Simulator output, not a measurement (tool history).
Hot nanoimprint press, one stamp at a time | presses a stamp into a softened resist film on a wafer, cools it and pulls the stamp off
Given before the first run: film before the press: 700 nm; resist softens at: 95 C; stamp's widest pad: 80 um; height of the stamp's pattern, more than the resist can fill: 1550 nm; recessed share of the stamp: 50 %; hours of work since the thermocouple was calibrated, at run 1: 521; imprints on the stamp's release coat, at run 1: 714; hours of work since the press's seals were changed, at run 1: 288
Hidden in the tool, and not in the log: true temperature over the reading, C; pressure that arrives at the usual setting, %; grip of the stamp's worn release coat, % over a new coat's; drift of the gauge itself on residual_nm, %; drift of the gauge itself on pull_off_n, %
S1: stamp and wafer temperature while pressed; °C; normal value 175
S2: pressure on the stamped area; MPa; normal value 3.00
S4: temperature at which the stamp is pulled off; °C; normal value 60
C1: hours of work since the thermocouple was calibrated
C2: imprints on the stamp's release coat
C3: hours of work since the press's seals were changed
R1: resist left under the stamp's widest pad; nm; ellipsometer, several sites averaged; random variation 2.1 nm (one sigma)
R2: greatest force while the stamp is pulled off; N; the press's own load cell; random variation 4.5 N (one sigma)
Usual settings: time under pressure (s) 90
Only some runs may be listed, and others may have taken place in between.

run 1 hour=0.0 | S1=175 S2=3.00 time_under_pressure_(s)=90 S4=60 | C1=521 C2=714 C3=288 | R1=363.2 R2=281
run 2 hour=36.7 | S1=175 S2=3.00 time_under_pressure_(s)=90 S4=60 | C1=550 C2=834 C3=317 | R1=366.7 R2=295
-- hour=55.5 plate thermocouple calibrated
-- hour=83.5 stamp cleaned and given a new release coat
run 3 hour=84.0 | S1=175 S2=2.23 time_under_pressure_(s)=90 S4=60 | C1=18 C2=2 C3=348 | R1=383.9 R2=218
run 4 hour=138.9 | S1=175 S2=1.88 time_under_pressure_(s)=90 S4=60 | C1=62 C2=182 C3=392 | R1=411.5 R2=229
run 5 hour=200.7 | S1=175 S2=1.88 time_under_pressure_(s)=90 S4=61 | C1=111 C2=385 C3=441 | R1=416.5 R2=250
run 6 hour=264.0 | S1=175 S2=1.88 time_under_pressure_(s)=90 S4=61 | C1=162 C2=593 C3=492 | R1=417.6 R2=275
run 7 hour=308.4 | S1=175 S2=1.88 time_under_pressure_(s)=90 S4=61 | C1=197 C2=739 C3=527 | R1=422.2 R2=277
-- hour=382.4 stamp cleaned and given a new release coat
run 8 hour=385.0 | S1=184 S2=3.00 time_under_pressure_(s)=90 S4=60 | C1=254 C2=8 C3=584 | R1=275.1 R2=226
run 9 hour=427.4 | S1=184 S2=3.00 time_under_pressure_(s)=90 S4=60 | C1=288 C2=147 C3=617 | R1=278.0 R2=238
run 10 hour=481.6 | S1=184 S2=3.00 time_under_pressure_(s)=90 S4=60 | C1=331 C2=325 C3=661 | R1=280.8 R2=252
run 11 hour=527.5 | S1=184 S2=3.00 time_under_pressure_(s)=90 S4=60 | C1=368 C2=476 C3=697 | R1=281.4 R2=269
-- hour=540.2 press's hydraulic seals changed and the load cell set to zero
run 12 hour=574.9 | S1=175 S2=3.00 time_under_pressure_(s)=90 S4=62 | C1=399 C2=605 C3=28 | R1=355.1 R2=268
run 13 hour=615.5 | S1=175 S2=3.00 time_under_pressure_(s)=90 S4=62 | C1=431 C2=738 C3=60 | R1=359.2 R2=277
-- hour=690.0 stamp cleaned and given a new release coat
run 14 hour=690.0 | S1=175 S2=3.00 time_under_pressure_(s)=90 S4=62 | C1=486 C2=0 C3=115 | R1=363.7 R2=219
run 15 hour=739.6 | S1=175 S2=3.00 time_under_pressure_(s)=98 S4=62 | C1=526 C2=163 C3=154 | R1=354.6 R2=233
run 16 hour=773.3 | S1=175 S2=3.00 time_under_pressure_(s)=98 S4=62 | C1=553 C2=274 C3=181 | R1=355.3 R2=233
-- hour=786.6 plate thermocouple calibrated
run 17 hour=835.7 | S1=176 S2=3.38 time_under_pressure_(s)=48 S4=46 | C1=39 C2=469 C3=229 | R1=400.1 R2=309
run 18 hour=870.6 | S1=176 S2=3.38 time_under_pressure_(s)=48 S4=46 | C1=67 C2=583 C3=257 | R1=397.1 R2=323
run 19 hour=926.7 | S1=170 S2=2.53 time_under_pressure_(s)=57 S4=63 | C1=112 C2=767 C3=302 | R1=483.2 R2=275
-- hour=990.7 stamp cleaned and given a new release coat
run 20 hour=1000.3 | S1=170 S2=2.53 time_under_pressure_(s)=57 S4=63 | C1=166 C2=31 C3=356 | R1=488.4 R2=217
run 21 hour=1063.7 | S1=175 S2=3.00 time_under_pressure_(s)=68 S4=65 | C1=217 C2=239 C3=406 | R1=390.4 R2=233
run 22 hour=1118.7 | S1=175 S2=3.00 time_under_pressure_(s)=68 S4=65 | C1=261 C2=420 C3=450 | R1=393.5 R2=251
run 23 hour=1169.9 | S1=175 S2=3.00 time_under_pressure_(s)=68 S4=65 | C1=301 C2=588 C3=491 | R1=386.3 R2=269
run 24 hour=1224.9 | S1=175 S2=2.89 time_under_pressure_(s)=68 S4=49 | C1=345 C2=768 C3=535 | R1=399.4 R2=337
run 25 hour=1255.6 | S1=175 S2=2.89 time_under_pressure_(s)=68 S4=49 | C1=370 C2=869 C3=559 | R1=401.1 R2=346
-- hour=1290.9 stamp cleaned and given a new release coat
run 26 hour=1293.5 | S1=175 S2=2.89 time_under_pressure_(s)=68 S4=49 | C1=395 C2=9 C3=585 | R1=403.4 R2=266
run 27 hour=1353.9 | S1=175 S2=2.89 time_under_pressure_(s)=68 S4=49 | C1=444 C2=207 C3=633 | R1=409.0 R2=270
run 28 hour=1404.4 | S1=175 S2=2.89 time_under_pressure_(s)=154 S4=49 | C1=484 C2=373 C3=674 | R1=312.8 R2=292
-- hour=1444.4 press's hydraulic seals changed and the load cell set to zero
run 29 hour=1462.4 | S1=175 S2=4.24 time_under_pressure_(s)=65 S4=49 | C1=524 C2=537 C3=14 | R1=350.7 R2=312

Branching from run 29: 5 alternative next runs. What would each branch give?
run A hour=1505.9 | S1=175 S2=3.27 time_under_pressure_(s)=65 S4=49 | C1=559 C2=680 C3=49 | R1=? R2=?
run B hour=1505.9 | S1=181 S2=4.55 time_under_pressure_(s)=90 S4=60 | C1=559 C2=680 C3=49 | R1=? R2=?
run C hour=1505.9 | S1=175 S2=2.79 time_under_pressure_(s)=85 S4=60 | C1=559 C2=680 C3=49 | R1=? R2=?
run D hour=1505.9 | S1=175 S2=4.24 time_under_pressure_(s)=50 S4=49 | C1=559 C2=680 C3=49 | R1=? R2=?
run E hour=1505.9 | S1=175 S2=3.97 time_under_pressure_(s)=118 S4=47 | C1=559 C2=680 C3=49 | R1=? R2=?

run=A R1=393.9 R2=328
run=B R1=253.6 R2=280
run=C R1=388.8 R2=294
run=D R1=389.2 R2=326
run=E R1=293.0 R2=334
With the hidden condition removed and each run's random variation left untouched, the same runs would have given:
run=A R1=364.9 R2=250
run=B R1=232.6 R2=213
run=C R1=359.9 R2=224
run=D R1=360.0 R2=249
run=E R1=267.8 R2=256

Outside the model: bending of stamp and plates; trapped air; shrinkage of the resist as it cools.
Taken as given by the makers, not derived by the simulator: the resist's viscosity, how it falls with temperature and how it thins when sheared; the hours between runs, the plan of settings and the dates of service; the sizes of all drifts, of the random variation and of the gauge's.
